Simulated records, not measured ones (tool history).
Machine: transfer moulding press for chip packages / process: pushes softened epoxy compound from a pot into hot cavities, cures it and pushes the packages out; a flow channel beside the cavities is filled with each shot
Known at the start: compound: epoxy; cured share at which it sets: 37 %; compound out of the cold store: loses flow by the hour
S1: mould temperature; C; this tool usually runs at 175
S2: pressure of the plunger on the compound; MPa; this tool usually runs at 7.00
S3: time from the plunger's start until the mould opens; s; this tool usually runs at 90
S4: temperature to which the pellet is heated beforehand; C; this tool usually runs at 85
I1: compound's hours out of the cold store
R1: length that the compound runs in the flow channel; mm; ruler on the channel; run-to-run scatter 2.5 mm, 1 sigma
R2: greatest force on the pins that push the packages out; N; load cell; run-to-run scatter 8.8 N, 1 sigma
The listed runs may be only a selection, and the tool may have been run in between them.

Run 1, hour 0.0: usual settings; I1 24.1. Result: R1 554 mm, R2 669 N.
At hour 4.6: cavities cleaned with cleaning compound and waxed.
Run 2, hour 10.8: usual settings; I1 37.6. Result: R1 533 mm, R2 419 N.
Run 3, hour 20.4: usual settings; I1 45.1. Result: R1 520 mm, R2 492 N.
Run 4, hour 25.6: usual settings; I1 14.4. Result: R1 567 mm, R2 554 N.
Run 5, hour 32.5: usual settings; I1 23.6. Result: R1 554 mm, R2 572 N.
Run 6, hour 40.6: usual settings; I1 28.8. Result: R1 550 mm, R2 599 N.
Run 7, hour 48.5: usual settings; I1 15.2. Result: R1 568 mm, R2 647 N.
Run 8, hour 54.2: usual settings; I1 24.2. Result: R1 548 mm, R2 659 N.
At hour 57.2: cavities cleaned with cleaning compound and waxed.
Run 9, hour 63.1: usual settings; I1 18.3. Result: R1 558 mm, R2 480 N.
Run 10, hour 69.9: usual settings; I1 13.4. Result: R1 566 mm, R2 496 N.
Run 11, hour 78.8: usual settings but S2 6.58 MPa; I1 34.6. Result: R1 518 mm, R2 554 N.
Run 12, hour 88.5: usual settings but S2 6.58 MPa; I1 30.7. Result: R1 525 mm, R2 576 N.
Run 13, hour 95.1: usual settings but S2 7.48 MPa; I1 41.6. Result: R1 539 mm, R2 624 N.
Run 14, hour 99.9: usual settings; I1 31.8. Result: R1 540 mm, R2 647 N.
Run 15, hour 105.5: usual settings but S3 91 s, S4 79 C; I1 13.8. Result: R1 567 mm, R2 674 N.
At hour 109.2: cavities cleaned with cleaning compound and waxed.
Run 16, hour 114.9: usual settings but S1 170 C, S2 6.84 MPa, S3 97 s, S4 79 C; I1 22.5. Result: R1 561 mm, R2 532 N.
Run 17, hour 121.8: usual settings but S1 174 C, S2 5.25 MPa, S3 126 s, S4 92 C; I1 39.7. Result: R1 458 mm, R2 403 N.
Run 18, hour 132.4: usual settings but S2 8.12 MPa, S3 91 s, S4 92 C; I1 20.9. Result: R1 597 mm, R2 544 N.
Run 19, hour 139.1: usual settings but S1 182 C, S2 5.29 MPa, S3 93 s, S4 86 C; I1 16.9. Result: R1 471 mm, R2 473 N.
Run 20, hour 146.9: usual settings but S1 182 C, S2 5.29 MPa, S3 93 s, S4 86 C; I1 32.1. Result: R1 454 mm, R2 510 N.
Run 21, hour 153.8: usual settings but S1 178 C, S2 7.34 MPa, S3 71 s, S4 90 C; I1 32.1. Result: R1 541 mm, R2 828 N.
At hour 161.8: cavities cleaned with cleaning compound and waxed.
Run 22, hour 162.6: usual settings but S1 178 C, S2 7.34 MPa, S3 71 s, S4 90 C; I1 8.6. Result: R1 574 mm, R2 571 N.
Run 23, hour 167.0: usual settings but S3 110 s; I1 45.2. Result: R1 515 mm, R2 358 N.

For run 24, what comes out?
Run 24, hour 176.1: usual settings but S1 179 C; I1 30.8. Result: R1 ?, R2 ?.

{"run 24": {"R1": 527, "R2": 432}}
Were there no unlogged condition in the tool, this run, its random variation unchanged, would have produced R1 554 mm, R2 348 N.
